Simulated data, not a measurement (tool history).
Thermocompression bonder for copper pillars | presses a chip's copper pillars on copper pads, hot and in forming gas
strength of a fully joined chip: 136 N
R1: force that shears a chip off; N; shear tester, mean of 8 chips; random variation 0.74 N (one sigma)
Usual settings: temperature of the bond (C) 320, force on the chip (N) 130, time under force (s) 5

run 1 hour=0 | temperature_of_the_bond_(C)=320 force_on_the_chip_(N)=130 time_under_force_(s)=5 | R1=51.5
run 2 hour=43.5 | temperature_of_the_bond_(C)=320 force_on_the_chip_(N)=176 time_under_force_(s)=5 | R1=64.1
run 3 hour=72 | temperature_of_the_bond_(C)=320 force_on_the_chip_(N)=176 time_under_force_(s)=5 | R1=66
run 4 hour=106.4 | temperature_of_the_bond_(C)=320 force_on_the_chip_(N)=176 time_under_force_(s)=5 | R1=64.1
run 5 hour=127.4 | temperature_of_the_bond_(C)=320 force_on_the_chip_(N)=176 time_under_force_(s)=5 | R1=65.1
run 6 hour=150.4 | temperature_of_the_bond_(C)=320 force_on_the_chip_(N)=130 time_under_force_(s)=5 | R1=51.8
run 7 hour=186.1 | temperature_of_the_bond_(C)=320 force_on_the_chip_(N)=130 time_under_force_(s)=10 | R1=64.4
run 8 hour=231.7 | temperature_of_the_bond_(C)=320 force_on_the_chip_(N)=130 time_under_force_(s)=10 | R1=64.3
run 9 hour=250.8 | temperature_of_the_bond_(C)=320 force_on_the_chip_(N)=130 time_under_force_(s)=10 | R1=65.3
run 10 hour=271.5 | temperature_of_the_bond_(C)=320 force_on_the_chip_(N)=130 time_under_force_(s)=10 | R1=65.1
run 11 hour=308.8 | temperature_of_the_bond_(C)=320 force_on_the_chip_(N)=130 time_under_force_(s)=5 | R1=48.9
run 12 hour=343.6 | temperature_of_the_bond_(C)=320 force_on_the_chip_(N)=130 time_under_force_(s)=5 | R1=49.8
run 13 hour=373.1 | temperature_of_the_bond_(C)=320 force_on_the_chip_(N)=130 time_under_force_(s)=5 | R1=49.2
run 14 hour=394.5 | temperature_of_the_bond_(C)=349 force_on_the_chip_(N)=130 time_under_force_(s)=5 | R1=64
run 15 hour=413.5 | temperature_of_the_bond_(C)=320 force_on_the_chip_(N)=130 time_under_force_(s)=5 | R1=48.9
run 16 hour=450.1 | temperature_of_the_bond_(C)=320 force_on_the_chip_(N)=130 time_under_force_(s)=5 | R1=48.6
run 17 hour=485.5 | temperature_of_the_bond_(C)=334 force_on_the_chip_(N)=130 time_under_force_(s)=5 | R1=55.3
run 18 hour=510.4 | temperature_of_the_bond_(C)=334 force_on_the_chip_(N)=130 time_under_force_(s)=5 | R1=54.4
run 19 hour=552.1 | temperature_of_the_bond_(C)=334 force_on_the_chip_(N)=130 time_under_force_(s)=5 | R1=55.5
run 20 hour=576 | temperature_of_the_bond_(C)=320 force_on_the_chip_(N)=130 time_under_force_(s)=5 | R1=48.3
run 21 hour=620.4 | temperature_of_the_bond_(C)=320 force_on_the_chip_(N)=86 time_under_force_(s)=4 | R1=29.9
run 22 hour=643.5 | temperature_of_the_bond_(C)=294 force_on_the_chip_(N)=137 time_under_force_(s)=9 | R1=44.7
-- hour=675.3 heater calibrated with a thermocouple chip
run 23 hour=675.3 | temperature_of_the_bond_(C)=294 force_on_the_chip_(N)=83 time_under_force_(s)=8 | R1=28.4
-- hour=686.9 forming gas filter changed
run 24 hour=697.3 | temperature_of_the_bond_(C)=347 force_on_the_chip_(N)=130 time_under_force_(s)=6 | R1=69.8
run 25 hour=737.6 | temperature_of_the_bond_(C)=314 force_on_the_chip_(N)=91 time_under_force_(s)=3 | R1=29
-- hour=749.2 heater calibrated with a thermocouple chip, once more
run 26 hour=781.2 | temperature_of_the_bond_(C)=315 force_on_the_chip_(N)=158 time_under_force_(s)=8 | R1=68.4
run 27 hour=800.3 | temperature_of_the_bond_(C)=315 force_on_the_chip_(N)=158 time_under_force_(s)=8 | R1=68.6
run 28 hour=820.6 | temperature_of_the_bond_(C)=315 force_on_the_chip_(N)=158 time_under_force_(s)=8 | R1=68
run 29 hour=860.1 | temperature_of_the_bond_(C)=345 force_on_the_chip_(N)=153 time_under_force_(s)=3 | R1=63.2
run 30 hour=903.9 | temperature_of_the_bond_(C)=345 force_on_the_chip_(N)=153 time_under_force_(s)=3 | R1=63.4
run 31 hour=928.4 | temperature_of_the_bond_(C)=306 force_on_the_chip_(N)=83 time_under_force_(s)=7 | R1=36.2
run 32 hour=949.8 | temperature_of_the_bond_(C)=348 force_on_the_chip_(N)=113 time_under_force_(s)=8 | R1=72.8
run 33 hour=983.6 | temperature_of_the_bond_(C)=297 force_on_the_chip_(N)=145 time_under_force_(s)=11 | R1=58.2
run 34 hour=1011.8 | temperature_of_the_bond_(C)=314 force_on_the_chip_(N)=95 time_under_force_(s)=11 | R1=51.5
run 35 hour=1048.4 | temperature_of_the_bond_(C)=314 force_on_the_chip_(N)=95 time_under_force_(s)=11 | R1=52.9
run 36 hour=1079.1 | temperature_of_the_bond_(C)=314 force_on_the_chip_(N)=95 time_under_force_(s)=11 | R1=50.8
run 37 hour=1122 | temperature_of_the_bond_(C)=314 force_on_the_chip_(N)=95 time_under_force_(s)=11 | R1=51.7
run 38 hour=1149 | temperature_of_the_bond_(C)=319 force_on_the_chip_(N)=133 time_under_force_(s)=5 | R1=50.6
run 39 hour=1190.6 | temperature_of_the_bond_(C)=319 force_on_the_chip_(N)=133 time_under_force_(s)=5 | R1=51.6
run 40 hour=1219.8 | temperature_of_the_bond_(C)=320 force_on_the_chip_(N)=86 time_under_force_(s)=5 | R1=35.9

4 ways to go on from here, each from the tool as it stands after run 40. What would each give?
run A hour=1251.7 | temperature_of_the_bond_(C)=320 force_on_the_chip_(N)=149 time_under_force_(s)=3 | R1=?
run B hour=1251.7 | temperature_of_the_bond_(C)=320 force_on_the_chip_(N)=85 time_under_force_(s)=5 | R1=?
run C hour=1251.7 | temperature_of_the_bond_(C)=333 force_on_the_chip_(N)=82 time_under_force_(s)=6 | R1=?
run D hour=1251.7 | temperature_of_the_bond_(C)=309 force_on_the_chip_(N)=130 time_under_force_(s)=5 | R1=?

run=A R1=44.5
run=B R1=34.9
run=C R1=43.1
run=D R1=42.9
Without the tool's hidden state the same runs would have given:
run=A R1=49
run=B R1=38.5
run=C R1=47.4
run=D R1=47.2
